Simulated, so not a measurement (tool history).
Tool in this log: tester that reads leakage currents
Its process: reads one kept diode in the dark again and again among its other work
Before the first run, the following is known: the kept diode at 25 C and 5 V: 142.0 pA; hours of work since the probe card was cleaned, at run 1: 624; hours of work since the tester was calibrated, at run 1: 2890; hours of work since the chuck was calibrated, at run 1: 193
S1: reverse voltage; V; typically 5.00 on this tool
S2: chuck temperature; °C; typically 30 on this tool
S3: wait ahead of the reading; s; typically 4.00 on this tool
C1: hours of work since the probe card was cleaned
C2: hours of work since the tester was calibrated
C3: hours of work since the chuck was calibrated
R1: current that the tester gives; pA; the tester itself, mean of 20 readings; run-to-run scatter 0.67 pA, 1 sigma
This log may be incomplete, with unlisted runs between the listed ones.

| run | hour | S1 | S2 | S3 | C1 | C2 | C3 | R1 |
|---|---|---|---|---|---|---|---|---|
| 1 | 0.0 | 5.00 | 30 | 4.00 | 624 | 2890 | 193 | 213.85 |
| 2 | 111.4 | 5.00 | 30 | 4.00 | 671 | 2937 | 240 | 211.20 |
| 3 | 212.2 | 3.51 | 30 | 4.00 | 714 | 2979 | 283 | 180.33 |
| 4 | 345.6 | 3.51 | 30 | 4.00 | 770 | 3036 | 339 | 175.95 |
| 5 | 422.2 | 3.51 | 30 | 4.00 | 802 | 3068 | 372 | 175.41 |
| 6 | 522.4 | 5.00 | 26 | 4.00 | 845 | 3111 | 414 | 139.27 |
| 7 | 620.8 | 5.00 | 26 | 4.00 | 886 | 3152 | 456 | 136.22 |
| 8 | 747.4 | 5.00 | 26 | 4.00 | 940 | 3206 | 509 | 134.89 |
| 9 | 825.8 | 5.00 | 33 | 4.00 | 973 | 3239 | 543 | 248.00 |
|  | 878.9 | chuck's temperature calibrated |
| 10 | 1010.8 | 5.00 | 33 | 4.00 | 1051 | 3317 | 56 | 289.85 |
| 11 | 1114.2 | 5.00 | 30 | 4.00 | 1094 | 3360 | 100 | 219.59 |
| 12 | 1273.6 | 5.00 | 30 | 4.00 | 1162 | 3428 | 167 | 214.45 |
| 13 | 1374.8 | 5.00 | 30 | 4.00 | 1205 | 3471 | 210 | 211.99 |
| 14 | 1454.3 | 3.81 | 30 | 4.00 | 1238 | 3504 | 244 | 188.03 |
| 15 | 1560.5 | 4.05 | 30 | 4.00 | 1283 | 3549 | 288 | 189.78 |
| 16 | 1634.2 | 12.71 | 30 | 4.00 | 1314 | 3580 | 320 | 298.84 |
| 17 | 1795.7 | 12.71 | 30 | 4.00 | 1383 | 3649 | 388 | 292.12 |
| 18 | 1872.7 | 5.00 | 30 | 4.00 | 1415 | 3681 | 421 | 198.40 |
| 19 | 2026.5 | 5.00 | 30 | 4.00 | 1480 | 3746 | 486 | 194.36 |
| 20 | 2191.9 | 5.00 | 30 | 4.00 | 1551 | 3816 | 556 | 189.47 |
|  | 2219.7 | chuck's temperature calibrated |
| 21 | 2280.9 | 10.49 | 37 | 0.45 | 1587 | 3853 | 26 | 572.03 |
| 22 | 2412.5 | 18.18 | 51 | 0.33 | 1643 | 3909 | 82 | 2153.03 |
| 23 | 2490.3 | 5.35 | 30 | 4.00 | 1676 | 3942 | 115 | 228.49 |
| 24 | 2671.0 | 5.35 | 30 | 4.00 | 1752 | 4018 | 191 | 221.82 |
| 25 | 2763.6 | 1.38 | 30 | 8.23 | 1792 | 4058 | 230 | 128.09 |
| 26 | 2864.7 | 1.38 | 54 | 0.44 | 1834 | 4100 | 273 | 924.82 |
| 27 | 2955.0 | 1.38 | 54 | 0.44 | 1873 | 4139 | 311 | 916.87 |
| 28 | 3121.2 | 2.31 | 44 | 0.62 | 1943 | 4209 | 382 | 495.35 |
|  | 3163.2 | tester calibrated |
| 29 | 3238.7 | 14.92 | 26 | 0.47 | 1992 | 32 | 430 | 229.24 |
| 30 | 3370.0 | 1.73 | 28 | 0.86 | 2047 | 87 | 486 | 105.86 |
| 31 | 3527.0 | 5.20 | 30 | 0.55 | 2114 | 154 | 552 | 193.95 |
|  | 3555.0 | chuck's temperature calibrated |
|  | 3593.1 | probe card cleaned and baked |
| 32 | 3673.5 | 3.62 | 21 | 4.45 | 34 | 214 | 49 | 85.49 |
| 33 | 3834.8 | 2.28 | 30 | 6.39 | 102 | 282 | 117 | 158.48 |
| 34 | 3976.5 | 5.00 | 25 | 3.01 | 162 | 342 | 177 | 134.27 |
| 35 | 4121.2 | 5.00 | 25 | 3.01 | 223 | 403 | 238 | 132.05 |
| 36 | 4210.6 | 2.73 | 48 | 4.14 | 261 | 441 | 276 | 746.30 |
| 37 | 4285.3 | 1.50 | 30 | 2.02 | 293 | 473 | 308 | 126.75 |
| 38 | 4451.2 | 3.49 | 24 | 9.35 | 363 | 543 | 378 | 99.30 |
| 39 | 4544.5 | 1.40 | 30 | 4.00 | 403 | 582 | 417 | 118.51 |

Per-run results on a tool with no hidden state, each run keeping its own random variation:
The hidden state here: stray current of the dirty probe card, pA a volt; current scale over the true one, %; true chuck temperature over the reading, C; drift of the gauge itself on leakage_pa, %.
| run | R1 |
|---|---|
| 1 | 224.77 |
| 2 | 225.24 |
| 3 | 195.13 |
| 4 | 193.90 |
| 5 | 195.32 |
| 6 | 156.91 |
| 7 | 155.85 |
| 8 | 157.01 |
| 9 | 291.37 |
| 10 | 291.68 |
| 11 | 223.54 |
| 12 | 223.26 |
| 13 | 224.29 |
| 14 | 201.46 |
| 15 | 206.11 |
| 16 | 323.28 |
| 17 | 322.77 |
| 18 | 224.14 |
| 19 | 224.07 |
| 20 | 223.54 |
| 21 | 562.05 |
| 22 | 2161.65 |
| 23 | 230.29 |
| 24 | 228.99 |
| 25 | 135.61 |
| 26 | 986.91 |
| 27 | 990.01 |
| 28 | 547.61 |
| 29 | 251.76 |
| 30 | 124.44 |
| 31 | 229.70 |
| 32 | 87.03 |
| 33 | 164.96 |
| 34 | 142.46 |
| 35 | 142.85 |
| 36 | 810.47 |
| 37 | 140.39 |
| 38 | 112.95 |
| 39 | 136.31 |
